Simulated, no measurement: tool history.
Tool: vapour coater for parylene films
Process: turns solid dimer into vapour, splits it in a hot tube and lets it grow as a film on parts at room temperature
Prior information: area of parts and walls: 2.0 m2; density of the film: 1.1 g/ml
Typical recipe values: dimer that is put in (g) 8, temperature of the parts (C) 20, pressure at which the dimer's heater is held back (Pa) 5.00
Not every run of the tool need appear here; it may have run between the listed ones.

run	hour	dimer that is put in (g)	temperature of the parts (C)	pressure at which the dimer's heater is held back (Pa)	thickness of the film (um)
1	0.0	8	20	5.00	1.784
2	20.4	8	20	5.00	1.769
3	54.8	8	20	5.00	1.769
4	82.4	8	20	5.00	1.787
5	119.2	6	20	5.00	1.338
6	149.8	6	20	5.00	1.332
7	183.8	10	20	5.00	2.199
8	206.0	10	20	5.00	2.187
9	236.6	11	20	5.00	2.409
# hour 251.2: trap's valve overhauled
10	276.1	11	20	5.00	2.315
11	295.1	8	20	3.66	1.821
12	331.7	8	20	3.66	1.806
13	360.6	8	20	3.66	1.801
14	386.3	8	22	5.00	1.584
15	404.7	8	22	5.00	1.590
16	434.1	4	15	7.22	0.893
# hour 445.8: trap's valve overhauled, once more
17	467.6	4	15	7.22	1.004
18	494.9	4	15	7.22	0.993
19	531.6	4	15	7.22	0.986
20	565.9	6	15	8.08	1.464
21	602.5	6	15	8.08	1.447
22	627.2	8	15	6.26	2.059
23	653.1	8	25	5.00	1.649
24	684.4	13	17	4.30	3.438
25	710.3	13	17	4.30	3.424
26	739.0	6	18	4.30	1.551
27	776.3	6	18	4.30	1.540
28	796.2	9	26	5.00	1.781
29	831.4	8	26	5.98	1.520
30	862.7	8	32	5.98	1.265

Some steps in thickness of the film (um), run to run, broken into two amounts with sign: the step expected even without the hidden condition (settings, incoming material, random variation), and the rest, left for the hidden condition together with whatever gauge scatter is not in both the measured and the hidden-condition-free result:
The tool's hidden condition here consists of: vapour lost through the trap's worn valve, %; true temperature of the parts over the reading, C; drift of the gauge itself on film_um, %.
Run 6 -> 7: dimer that is put in (g) 6 -> 10. thickness of the film (um) +0.867: hidden state -0.058, all else +0.925.
Run 9 -> 10: trap's valve overhauled. thickness of the film (um) -0.094: hidden state -0.086, all else -0.008.
Run 15 -> 16: dimer that is put in (g) 8 -> 4, temperature of the parts (C) 22 -> 15, pressure at which the dimer's heater is held back (Pa) 5.00 -> 7.22. thickness of the film (um) -0.697: hidden state +0.078, all else -0.775.
Run 16 -> 17: trap's valve overhauled, once more. thickness of the film (um) +0.111: hidden state +0.121, all else -0.010.
Run 23 -> 24: dimer that is put in (g) 8 -> 13, temperature of the parts (C) 25 -> 17, pressure at which the dimer's heater is held back (Pa) 5.00 -> 4.30. thickness of the film (um) +1.789: hidden state +0.001, all else +1.788.
Run 25 -> 26: dimer that is put in (g) 13 -> 6, temperature of the parts (C) 17 -> 18. thickness of the film (um) -1.873: hidden state -0.005, all else -1.868.
